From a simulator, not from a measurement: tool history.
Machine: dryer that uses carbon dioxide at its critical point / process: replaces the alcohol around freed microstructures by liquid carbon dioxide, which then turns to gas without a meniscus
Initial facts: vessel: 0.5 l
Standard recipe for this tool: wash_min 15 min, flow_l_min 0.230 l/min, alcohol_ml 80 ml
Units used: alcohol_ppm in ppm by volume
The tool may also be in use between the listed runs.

run   hour  wash_min  flow_l_min  alcohol_ml  alcohol_ppm
  1    0.0        15       0.230          80          908
  2    6.1        15       0.230          80          945
  3   11.2        15       0.230          80          920
  4   18.2        15       0.230          80          957
  5   27.8        15       0.390          80           50
  6   38.3        15       0.390          80           44
  7   48.3        15       0.171          80         3690
  8   59.2        19       0.230          80          263
  9   67.6        16       0.230          80          708
 10   72.4        16       0.230          80          693
 11   79.1        14       0.230          80         1336
 12   84.9        14       0.211          80         2095
 13   95.2        14       0.211          80         2072
 14  105.7        14       0.211          80         2024
 15  111.8        15       0.230          80          981
 16  120.0        16       0.230          80          707
 17  129.5        16       0.230          80          722
 18  135.9        15       0.230          80         1004
 19  144.9        15       0.230          80         1004
 20  155.5        15       0.230          80          980
 21  161.0        15       0.230          80         1036
 22  168.7        15       0.230          80         1003
 23  178.4        15       0.230          80         1022
 24  184.5        15       0.230          80         1013
 25  193.5        11       0.185          74         7565
 26  199.5        11       0.179          74         8670
 27  208.2        15       0.230          31          426
 28  216.3        15       0.230          31          431
 29  222.7        15       0.230          31          423
 30  228.7        15       0.230          77         1011
 31  235.4        10       0.142          40        10139
 32  244.2         9       0.258          80         5231
 33  254.8        21       0.216          80          243
 34  265.0        11       0.145          82        17002
 35  275.4        15       0.230          58          785
 36  285.1        10       0.144          57        14673
 37  293.7         9       0.256          75         5178
 38  303.5        14       0.362          43           78
 39  309.1        14       0.362          43           86
 40  320.1        14       0.362          43           91
 41  325.5        23       0.230          57           89
 42  330.8        15       0.230          35          494
 43  335.5        15       0.270          90          500
 44  345.2         9       0.230          48         4768
 45  352.5         9       0.230          48         4705
 46  357.9        16       0.230          22          253
 47  367.6        22       0.230          33           85
 48  375.6        10       0.144          33         8632

What if the next run were any one of these 3? Each begins from the tool's condition after run 48:
  A  384.3        14       0.195          98            ?
  B  384.3        15       0.308          80            ?
  C  384.3         9       0.144          33            ?

run  alcohol_ppm
  A         3813
  B          225
  C        10478
With the hidden condition removed and each run's random variation left untouched, the same runs would have given:
run  alcohol_ppm
  A         3003
  B          129
  C         9377
